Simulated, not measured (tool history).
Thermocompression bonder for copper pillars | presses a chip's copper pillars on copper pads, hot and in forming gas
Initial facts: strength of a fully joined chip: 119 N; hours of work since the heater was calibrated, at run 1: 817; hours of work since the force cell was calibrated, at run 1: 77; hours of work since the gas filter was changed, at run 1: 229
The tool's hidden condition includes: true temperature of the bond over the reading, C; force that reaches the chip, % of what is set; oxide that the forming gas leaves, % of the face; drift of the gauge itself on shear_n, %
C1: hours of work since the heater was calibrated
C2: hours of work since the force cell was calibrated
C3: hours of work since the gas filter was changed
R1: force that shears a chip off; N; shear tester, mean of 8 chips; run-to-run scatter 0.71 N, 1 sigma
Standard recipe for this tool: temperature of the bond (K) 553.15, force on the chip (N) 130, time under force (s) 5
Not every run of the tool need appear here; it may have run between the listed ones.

run 1 day=0 | temperature_of_the_bond_(K)=553.15 force_on_the_chip_(N)=130 time_under_force_(s)=5 | C1=817 C2=77 C3=229 | R1=42.9
run 2 day=0.329 | temperature_of_the_bond_(K)=529.15 force_on_the_chip_(N)=130 time_under_force_(s)=5 | C1=822 C2=82 C3=235 | R1=33.1
run 3 day=0.854 | temperature_of_the_bond_(K)=529.15 force_on_the_chip_(N)=130 time_under_force_(s)=5 | C1=832 C2=92 C3=245 | R1=32.4
run 4 day=1.417 | temperature_of_the_bond_(K)=553.15 force_on_the_chip_(N)=79 time_under_force_(s)=5 | C1=842 C2=102 C3=255 | R1=32.3
run 5 day=1.808 | temperature_of_the_bond_(K)=553.15 force_on_the_chip_(N)=79 time_under_force_(s)=5 | C1=849 C2=109 C3=262 | R1=32.6
run 6 day=2.288 | temperature_of_the_bond_(K)=553.15 force_on_the_chip_(N)=130 time_under_force_(s)=3 | C1=857 C2=117 C3=270 | R1=36.1
-- day=2.621 forming gas filter changed
run 7 day=2.621 | temperature_of_the_bond_(K)=553.15 force_on_the_chip_(N)=130 time_under_force_(s)=3 | C1=863 C2=123 C3=0 | R1=37
run 8 day=2.888 | temperature_of_the_bond_(K)=553.15 force_on_the_chip_(N)=177 time_under_force_(s)=3 | C1=868 C2=128 C3=5 | R1=46.1
-- day=3.004 heater calibrated with a thermocouple chip
run 9 day=3.492 | temperature_of_the_bond_(K)=553.15 force_on_the_chip_(N)=177 time_under_force_(s)=3 | C1=9 C2=137 C3=14 | R1=41.4
run 10 day=4.062 | temperature_of_the_bond_(K)=553.15 force_on_the_chip_(N)=177 time_under_force_(s)=3 | C1=19 C2=147 C3=24 | R1=42.9
run 11 day=4.458 | temperature_of_the_bond_(K)=553.15 force_on_the_chip_(N)=171 time_under_force_(s)=7 | C1=26 C2=154 C3=31 | R1=56.2
run 12 day=4.983 | temperature_of_the_bond_(K)=551.15 force_on_the_chip_(N)=188 time_under_force_(s)=5 | C1=35 C2=163 C3=41 | R1=52
run 13 day=5.412 | temperature_of_the_bond_(K)=580.15 force_on_the_chip_(N)=167 time_under_force_(s)=6 | C1=43 C2=171 C3=48 | R1=68.1
-- day=5.583 heater calibrated with a thermocouple chip, once more
run 14 day=6.008 | temperature_of_the_bond_(K)=569.15 force_on_the_chip_(N)=177 time_under_force_(s)=3 | C1=8 C2=180 C3=57 | R1=58.1
run 15 day=6.521 | temperature_of_the_bond_(K)=569.15 force_on_the_chip_(N)=177 time_under_force_(s)=3 | C1=17 C2=189 C3=66 | R1=57.9
run 16 day=6.762 | temperature_of_the_bond_(K)=547.15 force_on_the_chip_(N)=173 time_under_force_(s)=8 | C1=21 C2=194 C3=71 | R1=67.4
run 17 day=7.242 | temperature_of_the_bond_(K)=547.15 force_on_the_chip_(N)=173 time_under_force_(s)=8 | C1=30 C2=202 C3=79 | R1=67.4
run 18 day=7.612 | temperature_of_the_bond_(K)=553.15 force_on_the_chip_(N)=92 time_under_force_(s)=6 | C1=36 C2=209 C3=86 | R1=43.9

Branching from run 18: 5 alternative next runs. What would each branch give?
run A day=7.867 | temperature_of_the_bond_(K)=544.15 force_on_the_chip_(N)=92 time_under_force_(s)=6 | C1=41 C2=213 C3=90 | R1=?
run B day=7.867 | temperature_of_the_bond_(K)=574.15 force_on_the_chip_(N)=192 time_under_force_(s)=3 | C1=41 C2=213 C3=90 | R1=?
run C day=7.867 | temperature_of_the_bond_(K)=553.15 force_on_the_chip_(N)=128 time_under_force_(s)=6 | C1=41 C2=213 C3=90 | R1=?
run D day=7.867 | temperature_of_the_bond_(K)=553.15 force_on_the_chip_(N)=194 time_under_force_(s)=9 | C1=41 C2=213 C3=90 | R1=?
run E day=7.867 | temperature_of_the_bond_(K)=526.15 force_on_the_chip_(N)=92 time_under_force_(s)=7 | C1=41 C2=213 C3=90 | R1=?

run=A R1=40.2
run=B R1=62.7
run=C R1=53.9
run=D R1=75.8
run=E R1=33.8
With no hidden state in the tool, these same runs would have given:
run=A R1=40.3
run=B R1=63.2
run=C R1=54.1
run=D R1=76.4
run=E R1=33.8
